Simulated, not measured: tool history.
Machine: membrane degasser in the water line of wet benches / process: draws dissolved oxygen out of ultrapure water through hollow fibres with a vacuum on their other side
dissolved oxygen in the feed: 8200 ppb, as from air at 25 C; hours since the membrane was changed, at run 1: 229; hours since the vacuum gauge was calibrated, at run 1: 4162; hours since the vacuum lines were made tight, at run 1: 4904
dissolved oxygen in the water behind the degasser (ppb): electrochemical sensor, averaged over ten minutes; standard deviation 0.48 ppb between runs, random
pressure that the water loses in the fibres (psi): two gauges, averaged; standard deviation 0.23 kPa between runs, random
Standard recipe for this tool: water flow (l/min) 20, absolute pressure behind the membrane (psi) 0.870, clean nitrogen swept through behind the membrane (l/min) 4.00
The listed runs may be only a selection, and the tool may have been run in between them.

run	hour	water flow (l/min)	absolute pressure behind the membrane (psi)	clean nitrogen swept through behind the membrane (l/min)	hours since the membrane was changed	hours since the vacuum gauge was calibrated	hours since the vacuum lines were made tight	dissolved oxygen in the water behind the degasser (ppb)	pressure that the water loses in the fibres (psi)
1	0.0	20	0.870	4.00	229	4162	4904	37.5	8.475
2	67.4	20	0.870	4.00	297	4230	4972	37.1	8.508
3	119.4	20	0.870	4.00	349	4282	5024	36.5	8.419
4	165.9	20	0.870	4.00	395	4328	5070	37.3	8.460
5	229.7	20	0.870	4.00	459	4392	5134	36.7	8.480
6	318.3	20	0.870	4.00	548	4481	5223	36.8	8.453
7	401.4	20	0.870	2.05	631	4564	5306	67.9	8.505
8	466.7	20	2.035	4.00	696	4629	5371	134.2	8.432
9	511.2	20	2.035	2.16	740	4674	5415	233.4	8.393
10	586.4	20	2.035	2.16	816	4749	5491	233.3	8.382
11	647.8	24	0.775	4.82	877	4810	5552	35.0	10.105
12	711.0	31	1.220	10.57	940	4874	5615	71.4	12.992
13	793.9	21	1.230	3.82	1023	4956	5698	74.4	8.724
14	859.3	21	1.230	3.82	1089	5022	5764	72.9	8.730
15	941.6	23	0.870	7.79	1171	5104	5846	27.9	9.577
16	983.7	29	0.870	4.00	1213	5146	5888	74.2	12.143
# hour 1022.9: gauge calibrated
17	1040.8	22	0.870	2.21	1270	5203	5945	71.9	9.319
18	1100.5	22	0.870	3.57	1330	5263	6005	48.5	9.419
19	1183.9	22	0.870	3.57	1413	5346	6088	47.5	9.284

How would selected steps in pressure that the water loses in the fibres (psi) from run to run divide? Give the signed amount a tool lacking its hidden state would still show from settings, what came in and random variation, and the signed amount left for the hidden state, including any gauge scatter that is not in both of the compared results.
Hidden conditions of the tool in this case: membrane still open, %; true pressure behind the membrane over the reading, kPa; air that leaks in behind the membrane, l/min; drift of the gauge itself on oxygen_ppb, %; drift of the gauge itself on loss_of_pressure_kpa, %.
Run 12 -> 13: water flow (l/min) 31 -> 21, absolute pressure behind the membrane (psi) 1.220 -> 1.230, clean nitrogen swept through behind the membrane (l/min) 10.57 -> 3.82. pressure that the water loses in the fibres (psi) -4.268: hidden state +0.052, all else -4.321.
Run 16 -> 17: water flow (l/min) 29 -> 22, clean nitrogen swept through behind the membrane (l/min) 4.00 -> 2.21, gauge calibrated. pressure that the water loses in the fibres (psi) -2.824: hidden state +0.276, all else -3.099.

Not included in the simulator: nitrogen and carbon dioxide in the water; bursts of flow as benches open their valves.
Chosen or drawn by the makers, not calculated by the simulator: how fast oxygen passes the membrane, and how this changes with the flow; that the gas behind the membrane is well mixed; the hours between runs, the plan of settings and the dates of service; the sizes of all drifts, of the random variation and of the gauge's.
